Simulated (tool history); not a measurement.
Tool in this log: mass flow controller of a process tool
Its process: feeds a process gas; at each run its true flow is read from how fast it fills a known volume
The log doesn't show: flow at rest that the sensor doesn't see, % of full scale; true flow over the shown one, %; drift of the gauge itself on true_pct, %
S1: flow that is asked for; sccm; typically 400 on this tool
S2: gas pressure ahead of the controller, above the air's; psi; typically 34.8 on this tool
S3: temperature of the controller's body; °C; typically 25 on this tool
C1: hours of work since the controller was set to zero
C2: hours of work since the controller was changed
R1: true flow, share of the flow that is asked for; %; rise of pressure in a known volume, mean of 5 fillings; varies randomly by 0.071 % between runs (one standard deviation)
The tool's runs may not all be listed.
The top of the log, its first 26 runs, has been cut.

Run 27, hour 1450.6: usual settings but S1 485 sccm, S2 21.9 psi, S3 35 °C; C1 2600; C2 2600. Result: R1 99.45 %.
Run 28, hour 1505.6: usual settings but S1 65 sccm, S2 29.6 psi, S3 32 °C; C1 2641; C2 2641. Result: R1 103.26 %.
Run 29, hour 1544.6: usual settings but S1 54 sccm, S2 26.3 psi, S3 23 °C; C1 2671; C2 2671. Result: R1 105.25 %.
At hour 1550.6: controller's zero set anew.
Run 30, hour 1603.6: usual settings but S2 28.7 psi, S3 32 °C; C1 40; C2 2715. Result: R1 100.04 %.
Run 31, hour 1660.2: usual settings but S1 121 sccm, S3 27 °C; C1 83; C2 2758. Result: R1 103.07 %.
Run 32, hour 1720.7: usual settings but S1 129 sccm, S2 36.4 psi, S3 29 °C; C1 129; C2 2804. Result: R1 102.68 %.
Run 33, hour 1783.1: usual settings but S1 55 sccm, S2 20.9 psi, S3 30 °C; C1 176; C2 2851. Result: R1 110 %.
Run 34, hour 1846.8: usual settings but S1 55 sccm, S2 20.9 psi, S3 30 °C; C1 224; C2 2899. Result: R1 110.07 %.
At hour 1920.8: controller's zero set anew, once more.
Run 35, hour 1921.7: usual settings but S1 187 sccm, S2 21.5 psi, S3 30 °C; C1 1; C2 2955. Result: R1 98.4 %.
Run 36, hour 1993.1: usual settings but S1 93 sccm, S2 29.9 psi, S3 30 °C; C1 55; C2 3009. Result: R1 97.8 %.
Run 37, hour 2043.2: usual settings but S1 81 sccm, S2 33.8 psi; C1 93; C2 3047. Result: R1 98.02 %.
Run 38, hour 2091.7: usual settings but S1 70 sccm, S2 22.8 psi, S3 35 °C; C1 129; C2 3084. Result: R1 97.81 %.
Run 39, hour 2166.5: usual settings but S1 70 sccm, S2 22.8 psi, S3 35 °C; C1 186; C2 3140. Result: R1 98.06 %.
Run 40, hour 2230.1: usual settings but S1 70 sccm, S2 22.8 psi, S3 35 °C; C1 234; C2 3188. Result: R1 98.23 %.
Run 41, hour 2278.4: usual settings but S1 147 sccm, S3 32 °C; C1 270; C2 3225. Result: R1 97.69 %.
Run 42, hour 2342.4: usual settings but S1 191 sccm, S2 31.9 psi; C1 319; C2 3273. Result: R1 98.55 %.
Run 43, hour 2423.3: usual settings but S2 32.3 psi; C1 380; C2 3335. Result: R1 98.97 %.
Run 44, hour 2501: usual settings but S1 55 sccm, S2 37.6 psi, S3 26 °C; C1 439; C2 3393. Result: R1 98.7 %.
Run 45, hour 2570.7: usual settings but S1 55 sccm, S2 32.5 psi, S3 26 °C; C1 491; C2 3446. Result: R1 99.04 %.
Run 46, hour 2634.9: usual settings but S1 55 sccm, S2 32.5 psi, S3 26 °C; C1 540; C2 3495. Result: R1 99.01 %.

3 ways to go on from here, each from the tool as it stands after run 46. What would each give?
Run A, hour 2695.5: usual settings but S1 204 sccm, S2 32.5 psi, S3 26 °C; C1 586; C2 3540. Result: R1 ?.
Run B, hour 2695.5: usual settings but S1 207 sccm, S2 32.6 psi, S3 27 °C; C1 586; C2 3540. Result: R1 ?.
Run C, hour 2695.5: usual settings but S2 27.8 psi; C1 586; C2 3540. Result: R1 ?.

run     R1
  A  98.62
  B  98.47
  C  99.11
The same runs, with their run-to-run variation unchanged, on a tool lacking any hidden condition would have given:
run     R1
  A  99.15
  B     99
  C  99.84

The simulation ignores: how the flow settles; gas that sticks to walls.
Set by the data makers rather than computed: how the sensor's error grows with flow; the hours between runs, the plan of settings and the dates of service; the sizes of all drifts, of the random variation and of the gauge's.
